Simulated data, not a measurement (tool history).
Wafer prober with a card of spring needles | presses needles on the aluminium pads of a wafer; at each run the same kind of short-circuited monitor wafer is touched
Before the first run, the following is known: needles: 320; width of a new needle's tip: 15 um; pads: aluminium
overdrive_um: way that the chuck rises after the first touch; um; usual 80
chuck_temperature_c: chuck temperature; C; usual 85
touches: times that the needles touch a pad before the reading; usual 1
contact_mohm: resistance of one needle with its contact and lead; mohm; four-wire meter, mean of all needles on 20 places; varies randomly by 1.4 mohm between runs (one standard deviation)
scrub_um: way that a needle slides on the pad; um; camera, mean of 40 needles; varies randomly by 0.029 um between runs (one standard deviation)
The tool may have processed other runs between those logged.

run	hour	overdrive_um	chuck_temperature_c	touches	contact_mohm	scrub_um
1	0.0	80	85	1	176	16.69
# hour 3.5: tips cleaned on abrasive film
# hour 21.4: tips cleaned on abrasive film
# hour 39.8: tips cleaned on abrasive film
2	47.9	80	55	1	171	16.73
# hour 55.5: tips cleaned on abrasive film
# hour 71.5: tips cleaned on abrasive film
# hour 88.7: tips cleaned on abrasive film
3	92.2	79	85	1	178	16.47
# hour 106.2: tips cleaned on abrasive film
4	120.0	79	85	1	176	16.50
# hour 123.3: tips cleaned on abrasive film
# hour 140.4: tips cleaned on abrasive film
# hour 158.7: tips cleaned on abrasive film
5	171.3	79	85	1	178	16.52
# hour 175.1: tips cleaned on abrasive film
# hour 182.9: height of the first contact set anew
# hour 193.8: tips cleaned on abrasive film
# hour 210.4: tips cleaned on abrasive film
# hour 227.4: tips cleaned on abrasive film
6	227.4	79	85	1	176	16.46
# hour 243.9: tips cleaned on abrasive film
# hour 260.4: tips cleaned on abrasive film
7	264.5	80	85	3	179	16.75
# hour 275.9: tips cleaned on abrasive film
# hour 294.1: tips cleaned on abrasive film
8	304.6	93	96	2	181	19.45
# hour 310.9: tips cleaned on abrasive film
# hour 328.0: tips cleaned on abrasive film
# hour 345.4: tips cleaned on abrasive film
9	356.5	93	96	2	180	19.45
# hour 363.1: tips cleaned on abrasive film
# hour 380.9: tips cleaned on abrasive film
# hour 398.0: tips cleaned on abrasive film
10	400.9	85	46	2	169	17.78
# hour 416.1: tips cleaned on abrasive film
# hour 433.9: tips cleaned on abrasive film
# hour 451.2: tips cleaned on abrasive film
11	452.1	80	85	1	178	16.68
# hour 467.0: tips cleaned on abrasive film
# hour 482.4: tips cleaned on abrasive film
12	482.4	76	50	3	170	15.84
# hour 500.3: tips cleaned on abrasive film
# hour 517.0: tips cleaned on abrasive film
# hour 534.1: tips cleaned on abrasive film
13	534.1	62	25	3	165	12.95

Each row is a separate what-if for the run after 13, all from the same tool condition, not one after another. Results?
# hour 552.2: tips cleaned on abrasive film
# hour 570.1: tips cleaned on abrasive film
# hour 587.3: tips cleaned on abrasive film
A	590.4	80	31	1	?	?
# hour 552.2: tips cleaned on abrasive film
# hour 570.1: tips cleaned on abrasive film
# hour 587.3: tips cleaned on abrasive film
B	590.4	85	25	2	?	?
# hour 552.2: tips cleaned on abrasive film
# hour 570.1: tips cleaned on abrasive film
# hour 587.3: tips cleaned on abrasive film
C	590.4	76	25	3	?	?
# hour 552.2: tips cleaned on abrasive film
# hour 570.1: tips cleaned on abrasive film
# hour 587.3: tips cleaned on abrasive film
D	590.4	80	63	1	?	?
# hour 552.2: tips cleaned on abrasive film
# hour 570.1: tips cleaned on abrasive film
# hour 587.3: tips cleaned on abrasive film
E	590.4	62	25	1	?	?

run	contact_mohm	scrub_um
A	166	16.69
B	165	17.73
C	165	15.91
D	173	16.70
E	167	12.90
Without the tool's unlogged condition, the same runs would have read:
run	contact_mohm	scrub_um
A	166	16.70
B	165	17.74
C	165	15.92
D	173	16.71
E	166	12.91
